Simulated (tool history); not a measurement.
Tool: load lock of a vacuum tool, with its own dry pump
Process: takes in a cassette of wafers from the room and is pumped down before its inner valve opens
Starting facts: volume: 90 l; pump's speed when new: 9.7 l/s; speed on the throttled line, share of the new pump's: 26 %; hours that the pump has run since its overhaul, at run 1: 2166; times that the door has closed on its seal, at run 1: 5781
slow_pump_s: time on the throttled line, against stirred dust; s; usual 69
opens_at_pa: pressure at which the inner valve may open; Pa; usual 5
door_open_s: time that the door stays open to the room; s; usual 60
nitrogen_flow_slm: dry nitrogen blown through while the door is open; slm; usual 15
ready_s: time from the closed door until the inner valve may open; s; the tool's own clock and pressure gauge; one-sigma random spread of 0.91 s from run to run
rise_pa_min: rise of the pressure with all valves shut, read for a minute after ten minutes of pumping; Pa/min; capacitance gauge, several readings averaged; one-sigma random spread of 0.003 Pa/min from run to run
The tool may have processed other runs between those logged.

| run | hour | slow_pump_s | opens_at_pa | door_open_s | nitrogen_flow_slm | hours that the pump has run since its overhaul | times that the door has closed on its seal | incoming humidity of the room's air, % | ready_s | rise_pa_min |
|---|---|---|---|---|---|---|---|---|---|---|
| 1 | 0 | 69 | 5 | 60 | 15 | 2166 | 5781 | 41.8 | 143.6 | 0.037 |
| 2 | 127.7 | 69 | 5 | 60 | 15 | 2293 | 5939 | 44.8 | 145 | 0.042 |
| 3 | 237.7 | 69 | 5 | 60 | 15 | 2403 | 6076 | 44.3 | 147.1 | 0.041 |
| 4 | 364.6 | 69 | 5 | 60 | 15 | 2530 | 6234 | 44.3 | 144.8 | 0.04 |
| 5 | 476 | 69 | 5 | 60 | 6 | 2642 | 6372 | 44.1 | 146.3 | 0.054 |
| 6 | 583.3 | 69 | 5 | 60 | 6 | 2749 | 6506 | 49.7 | 146.2 | 0.061 |
| 7 | 662.3 | 58 | 5 | 42 | 40 | 2828 | 6604 | 47 | 137.2 | 0.03 |
| 8 | 770.4 | 58 | 5 | 42 | 40 | 2936 | 6738 | 44.5 | 138.1 | 0.029 |
| 9 | 856.5 | 106 | 5 | 60 | 15 | 3022 | 6846 | 49 | 173.1 | 0.048 |
| 10 | 929.3 | 69 | 5 | 60 | 7 | 3095 | 6936 | 43 | 144.9 | 0.051 |

3 ways to go on from here, each from the tool as it stands after run 10. What would each give?
| A | 1073.2 | 69 | 5 | 63 | 45 | 3239 | 7115 | 43.4 | ? | ? |
| B | 1073.2 | 82 | 5 | 53 | 7 | 3239 | 7115 | 46 | ? | ? |
| C | 1073.2 | 136 | 5 | 195 | 15 | 3239 | 7115 | 46.6 | ? | ? |

| run | ready_s | rise_pa_min |
|---|---|---|
| A | 145.3 | 0.026 |
| B | 155.4 | 0.05 |
| C | 197.2 | 0.075 |
Without the tool's hidden state the same runs would have given:
| run | ready_s | rise_pa_min |
|---|---|---|
| A | 143.3 | 0.021 |
| B | 153.5 | 0.045 |
| C | 195.6 | 0.07 |
